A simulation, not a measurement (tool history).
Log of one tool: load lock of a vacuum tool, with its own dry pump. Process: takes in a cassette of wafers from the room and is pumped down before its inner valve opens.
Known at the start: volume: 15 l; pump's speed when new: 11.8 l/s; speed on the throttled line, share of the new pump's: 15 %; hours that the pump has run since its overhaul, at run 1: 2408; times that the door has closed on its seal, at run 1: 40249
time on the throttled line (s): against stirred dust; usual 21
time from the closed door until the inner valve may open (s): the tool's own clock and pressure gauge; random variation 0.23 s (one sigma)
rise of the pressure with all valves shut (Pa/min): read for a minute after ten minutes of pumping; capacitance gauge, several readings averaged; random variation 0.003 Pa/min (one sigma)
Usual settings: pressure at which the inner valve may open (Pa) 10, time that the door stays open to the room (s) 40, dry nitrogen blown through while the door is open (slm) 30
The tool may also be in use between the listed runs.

run   hour  time on the throttled line (s)  pressure at which the inner valve may open (Pa)  time that the door stays open to the room (s)  dry nitrogen blown through while the door is open (slm)  hours that the pump has run since its overhaul  times that the door has closed on its seal  incoming humidity of the room's air, %  time from the closed door until the inner valve may open (s)  rise of the pressure with all valves shut (Pa/min)
  1    0.0                              21                                               10                                             40                                                       30                                            2408                                       40249                                    46.5                                                          30.0                                               0.121
  2  128.6                              21                                               10                                             40                                                       30                                            2537                                       40719                                    46.5                                                          30.0                                               0.124
  3  204.8                              14                                               10                                             40                                                       30                                            2613                                       40997                                    44.7                                                          24.4                                               0.120
  4  312.7                              10                                               10                                             40                                                       30                                            2721                                       41392                                    44.9                                                          21.0                                               0.133
  5  380.1                              10                                               20                                             40                                                       30                                            2788                                       41639                                    42.7                                                          19.3                                               0.126
  6  471.0                              10                                               20                                             40                                                       30                                            2879                                       41971                                    45.1                                                          19.8                                               0.136
  7  534.5                              10                                               20                                             40                                                       30                                            2943                                       42203                                    46.7                                                          19.6                                               0.132
  8  619.8                              10                                               20                                             40                                                       30                                            3028                                       42515                                    46.7                                                          19.7                                               0.135
  9  710.4                              10                                               20                                             40                                                       30                                            3119                                       42847                                    48.3                                                          20.0                                               0.131
 10  795.3                              10                                               20                                             40                                                       30                                            3204                                       43157                                    44.5                                                          19.7                                               0.126
 11  917.7                              21                                               10                                            136                                                       17                                            3326                                       43605                                    47.3                                                          29.9                                               0.161
 12  975.6                              21                                               11                                             40                                                       13                                            3384                                       43817                                    44.9                                                          30.1                                               0.139

Forecast run 13:
 13  1062.3                              21                                               11                                             78                                                       23                                            3471                                       44134                                    47.2                                                             ?                                                   ?

{"run 13": {"time from the closed door until the inner valve may open (s)": 30.2, "rise of the pressure with all valves shut (Pa/min)": 0.149}}
Without the tool's hidden state the same run would have given time from the closed door until the inner valve may open (s) 29.8, rise of the pressure with all valves shut (Pa/min) 0.043.

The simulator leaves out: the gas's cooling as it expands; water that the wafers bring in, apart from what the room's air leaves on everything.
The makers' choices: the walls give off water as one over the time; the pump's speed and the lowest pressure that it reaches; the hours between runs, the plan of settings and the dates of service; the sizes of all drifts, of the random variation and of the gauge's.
